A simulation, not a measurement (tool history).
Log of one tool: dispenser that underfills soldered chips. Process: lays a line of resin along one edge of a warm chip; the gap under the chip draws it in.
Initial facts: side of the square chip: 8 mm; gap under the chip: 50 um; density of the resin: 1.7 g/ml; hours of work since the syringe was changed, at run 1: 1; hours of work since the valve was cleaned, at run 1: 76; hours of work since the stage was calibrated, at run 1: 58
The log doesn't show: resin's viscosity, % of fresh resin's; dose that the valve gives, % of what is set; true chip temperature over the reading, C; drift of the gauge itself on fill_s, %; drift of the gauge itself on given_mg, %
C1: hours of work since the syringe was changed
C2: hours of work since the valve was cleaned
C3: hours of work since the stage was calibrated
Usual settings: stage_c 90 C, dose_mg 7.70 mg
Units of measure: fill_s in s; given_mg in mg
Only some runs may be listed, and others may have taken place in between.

run 1 hour=0.0 | stage_c=90 dose_mg=7.70 | C1=1 C2=76 C3=58 | fill_s=38.9 given_mg=7.21
-- hour=8.9 dispensing valve cleaned and set on the balance
run 2 hour=9.9 | stage_c=90 dose_mg=7.70 | C1=8 C2=1 C3=65 | fill_s=67.0 given_mg=7.61
-- hour=14.8 new syringe of resin
run 3 hour=18.8 | stage_c=103 dose_mg=7.70 | C1=3 C2=7 C3=71 | fill_s=24.4 given_mg=7.68
run 4 hour=25.5 | stage_c=103 dose_mg=7.70 | C1=8 C2=12 C3=76 | fill_s=37.7 given_mg=7.62
-- hour=30.6 new syringe of resin
run 5 hour=32.1 | stage_c=90 dose_mg=7.70 | C1=1 C2=17 C3=81 | fill_s=38.8 given_mg=7.56
run 6 hour=39.0 | stage_c=90 dose_mg=7.70 | C1=6 C2=22 C3=86 | fill_s=60.2 given_mg=7.57
-- hour=46.5 new syringe of resin
run 7 hour=47.9 | stage_c=90 dose_mg=7.70 | C1=1 C2=29 C3=93 | fill_s=38.6 given_mg=7.52
run 8 hour=52.6 | stage_c=90 dose_mg=7.70 | C1=5 C2=32 C3=96 | fill_s=52.0 given_mg=7.48
run 9 hour=56.5 | stage_c=90 dose_mg=7.55 | C1=8 C2=35 C3=99 | fill_s=67.3 given_mg=7.32
-- hour=62.3 new syringe of resin
run 10 hour=62.9 | stage_c=90 dose_mg=7.55 | C1=1 C2=40 C3=104 | fill_s=37.3 given_mg=7.29
run 11 hour=72.0 | stage_c=90 dose_mg=7.55 | C1=7 C2=47 C3=110 | fill_s=66.8 given_mg=7.22
run 12 hour=75.8 | stage_c=90 dose_mg=7.55 | C1=10 C2=49 C3=113 | fill_s=84.1 given_mg=7.20
-- hour=78.2 new syringe of resin
run 13 hour=83.6 | stage_c=97 dose_mg=7.70 | C1=4 C2=55 C3=119 | fill_s=35.5 given_mg=7.32
run 14 hour=91.6 | stage_c=97 dose_mg=6.74 | C1=10 C2=61 C3=125 | fill_s=62.1 given_mg=6.38
-- hour=93.8 new syringe of resin
run 15 hour=101.4 | stage_c=97 dose_mg=6.74 | C1=6 C2=68 C3=132 | fill_s=42.5 given_mg=6.31
run 16 hour=107.9 | stage_c=78 dose_mg=6.74 | C1=11 C2=73 C3=137 | fill_s=164.8 given_mg=6.29
-- hour=109.5 new syringe of resin
run 17 hour=114.4 | stage_c=80 dose_mg=7.70 | C1=4 C2=78 C3=142 | fill_s=77.4 given_mg=7.19
-- hour=120.6 dispensing valve cleaned and set on the balance
run 18 hour=121.3 | stage_c=80 dose_mg=7.70 | C1=8 C2=1 C3=146 | fill_s=109.2 given_mg=7.70
-- hour=126.0 new syringe of resin
run 19 hour=127.2 | stage_c=90 dose_mg=9.46 | C1=1 C2=5 C3=150 | fill_s=35.7 given_mg=9.43
run 20 hour=135.6 | stage_c=90 dose_mg=9.46 | C1=7 C2=11 C3=157 | fill_s=62.5 given_mg=9.32
-- hour=141.3 new syringe of resin
run 21 hour=143.8 | stage_c=101 dose_mg=7.70 | C1=2 C2=17 C3=163 | fill_s=24.5 given_mg=7.55
run 22 hour=147.9 | stage_c=76 dose_mg=6.80 | C1=5 C2=20 C3=166 | fill_s=109.2 given_mg=6.66
-- hour=156.9 new syringe of resin
run 23 hour=156.9 | stage_c=90 dose_mg=6.90 | C1=0 C2=27 C3=172 | fill_s=35.3 given_mg=6.75
run 24 hour=165.8 | stage_c=85 dose_mg=7.06 | C1=7 C2=33 C3=179 | fill_s=79.7 given_mg=6.81
run 25 hour=169.9 | stage_c=78 dose_mg=7.66 | C1=10 C2=36 C3=182 | fill_s=141.8 given_mg=7.42
-- hour=172.8 new syringe of resin
run 26 hour=179.6 | stage_c=99 dose_mg=7.82 | C1=5 C2=43 C3=189 | fill_s=34.6 given_mg=7.51
run 27 hour=184.3 | stage_c=78 dose_mg=8.25 | C1=9 C2=47 C3=193 | fill_s=125.5 given_mg=7.96
-- hour=188.2 new syringe of resin
run 28 hour=193.2 | stage_c=100 dose_mg=9.00 | C1=4 C2=53 C3=199 | fill_s=29.2 given_mg=8.56
run 29 hour=199.9 | stage_c=100 dose_mg=9.00 | C1=9 C2=59 C3=204 | fill_s=43.7 given_mg=8.52
-- hour=203.4 new syringe of resin
run 30 hour=209.5 | stage_c=91 dose_mg=8.25 | C1=5 C2=65 C3=211 | fill_s=46.1 given_mg=7.77
run 31 hour=215.1 | stage_c=88 dose_mg=7.03 | C1=9 C2=70 C3=215 | fill_s=79.8 given_mg=6.60
-- hour=218.5 new syringe of resin
run 32 hour=220.2 | stage_c=75 dose_mg=8.87 | C1=1 C2=73 C3=219 | fill_s=79.7 given_mg=8.29
run 33 hour=225.1 | stage_c=87 dose_mg=7.16 | C1=5 C2=77 C3=223 | fill_s=62.1 given_mg=6.67
-- hour=232.6 dispensing valve cleaned and set on the balance
-- hour=234.6 new syringe of resin
run 34 hour=235.8 | stage_c=87 dose_mg=7.16 | C1=1 C2=2 C3=230 | fill_s=42.0 given_mg=7.16
run 35 hour=241.2 | stage_c=87 dose_mg=7.16 | C1=5 C2=6 C3=234 | fill_s=58.9 given_mg=7.10

Table of differences, measured result less the result of that run with no hidden state. Run-to-run variation is the same in both. Gauge scatter possibly is not:
run=1 fill_s=+3.0 given_mg=-0.50
run=2 fill_s=+31.2 given_mg=-0.01
run=3 fill_s=+4.5 given_mg=-0.05
run=4 fill_s=+17.6 given_mg=-0.09
run=5 fill_s=+2.8 given_mg=-0.12
run=6 fill_s=+23.8 given_mg=-0.15
run=7 fill_s=+2.4 given_mg=-0.19
run=8 fill_s=+15.7 given_mg=-0.22
run=9 fill_s=+30.5 given_mg=-0.24
run=10 fill_s=+1.3 given_mg=-0.26
run=11 fill_s=+30.4 given_mg=-0.31
run=12 fill_s=+48.0 given_mg=-0.33
run=13 fill_s=+9.4 given_mg=-0.37
run=14 fill_s=+34.7 given_mg=-0.36
run=15 fill_s=+16.0 given_mg=-0.40
run=16 fill_s=+96.0 given_mg=-0.43
run=17 fill_s=+17.7 given_mg=-0.52
run=18 fill_s=+50.1 given_mg=-0.01
run=19 fill_s=+1.2 given_mg=-0.05
run=20 fill_s=+26.6 given_mg=-0.11
run=21 fill_s=+2.8 given_mg=-0.13
run=22 fill_s=+33.9 given_mg=-0.13
run=23 fill_s=-1.8 given_mg=-0.17
run=24 fill_s=+31.7 given_mg=-0.22
run=25 fill_s=+75.5 given_mg=-0.26
run=26 fill_s=+10.9 given_mg=-0.30
run=27 fill_s=+61.3 given_mg=-0.36
run=28 fill_s=+6.7 given_mg=-0.44
run=29 fill_s=+21.8 given_mg=-0.48
run=30 fill_s=+12.3 given_mg=-0.49
run=31 fill_s=+39.0 given_mg=-0.44
run=32 fill_s=+3.1 given_mg=-0.58
run=33 fill_s=+19.1 given_mg=-0.50
run=34 fill_s=-0.8 given_mg=-0.02
run=35 fill_s=+16.2 given_mg=-0.03

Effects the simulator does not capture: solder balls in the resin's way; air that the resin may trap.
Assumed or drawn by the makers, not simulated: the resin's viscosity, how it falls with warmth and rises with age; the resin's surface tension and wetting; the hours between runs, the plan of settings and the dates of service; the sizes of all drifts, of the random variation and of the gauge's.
